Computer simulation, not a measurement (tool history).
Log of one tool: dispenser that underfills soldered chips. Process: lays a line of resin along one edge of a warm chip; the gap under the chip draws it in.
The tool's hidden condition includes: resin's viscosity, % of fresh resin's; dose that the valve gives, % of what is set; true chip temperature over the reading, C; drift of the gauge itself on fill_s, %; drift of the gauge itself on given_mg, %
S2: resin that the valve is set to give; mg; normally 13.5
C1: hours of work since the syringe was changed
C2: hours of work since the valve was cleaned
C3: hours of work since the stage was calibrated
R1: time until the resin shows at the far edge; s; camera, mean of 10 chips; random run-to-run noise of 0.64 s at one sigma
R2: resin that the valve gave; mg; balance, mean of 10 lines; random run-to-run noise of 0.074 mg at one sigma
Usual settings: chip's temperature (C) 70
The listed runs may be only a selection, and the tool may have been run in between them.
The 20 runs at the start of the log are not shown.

-- day=3.129 new syringe of resin
run 21 day=3.229 | chip's_temperature_(C)=56 S2=14.1 | C1=1 C2=64 C3=167 | R1=104.1 R2=13.32
-- day=3.338 dispensing valve cleaned and set on the balance
run 22 day=3.475 | chip's_temperature_(C)=76 S2=14 | C1=4 C2=2 C3=170 | R1=58.9 R2=14.03
run 23 day=3.646 | chip's_temperature_(C)=68 S2=17.6 | C1=7 C2=4 C3=173 | R1=89.7 R2=17.57
run 24 day=3.858 | chip's_temperature_(C)=72 S2=12.2 | C1=10 C2=8 C3=176 | R1=96.6 R2=12.08
-- day=3.996 new syringe of resin
run 25 day=4.079 | chip's_temperature_(C)=75 S2=15 | C1=1 C2=11 C3=179 | R1=52.2 R2=14.96
run 26 day=4.171 | chip's_temperature_(C)=75 S2=16 | C1=3 C2=12 C3=180 | R1=55.6 R2=15.76
run 27 day=4.317 | chip's_temperature_(C)=56 S2=14.2 | C1=5 C2=14 C3=182 | R1=127.4 R2=14.04
run 28 day=4.508 | chip's_temperature_(C)=56 S2=14.2 | C1=8 C2=17 C3=185 | R1=150.6 R2=13.93
run 29 day=4.712 | chip's_temperature_(C)=65 S2=13.9 | C1=11 C2=20 C3=188 | R1=128.9 R2=13.62
-- day=4.825 new syringe of resin
run 30 day=4.833 | chip's_temperature_(C)=72 S2=12.4 | C1=0 C2=22 C3=190 | R1=53.2 R2=12.13
run 31 day=4.925 | chip's_temperature_(C)=59 S2=13.2 | C1=1 C2=23 C3=191 | R1=92.3 R2=13.01
run 32 day=5.125 | chip's_temperature_(C)=70 S2=14.3 | C1=4 C2=26 C3=194 | R1=71.8 R2=14.02
run 33 day=5.275 | chip's_temperature_(C)=58 S2=16.6 | C1=7 C2=28 C3=196 | R1=129.5 R2=16.28
run 34 day=5.4 | chip's_temperature_(C)=66 S2=14.8 | C1=8 C2=30 C3=198 | R1=107.7 R2=14.35
run 35 day=5.5 | chip's_temperature_(C)=66 S2=14.8 | C1=10 C2=31 C3=200 | R1=116 R2=14.26
-- day=5.65 new syringe of resin
run 36 day=5.708 | chip's_temperature_(C)=73 S2=16.3 | C1=1 C2=34 C3=202 | R1=54.4 R2=15.8

Below are 3 alternative next runs, each starting from the tool's condition after run 36. Predict each:
run A day=5.804 | chip's_temperature_(C)=66 S2=14.7 | C1=2 C2=36 C3=204 | R1=? R2=?
run B day=5.804 | chip's_temperature_(C)=68 S2=12.9 | C1=2 C2=36 C3=204 | R1=? R2=?
run C day=5.804 | chip's_temperature_(C)=58 S2=16.3 | C1=2 C2=36 C3=204 | R1=? R2=?

run=A R1=75.1 R2=14.19
run=B R1=71.7 R2=12.52
run=C R1=101.5 R2=15.7
Had the tool no hidden state, the same runs would have come out as:
run=A R1=64 R2=14.7
run=B R1=60.9 R2=12.97
run=C R1=86.4 R2=16.26

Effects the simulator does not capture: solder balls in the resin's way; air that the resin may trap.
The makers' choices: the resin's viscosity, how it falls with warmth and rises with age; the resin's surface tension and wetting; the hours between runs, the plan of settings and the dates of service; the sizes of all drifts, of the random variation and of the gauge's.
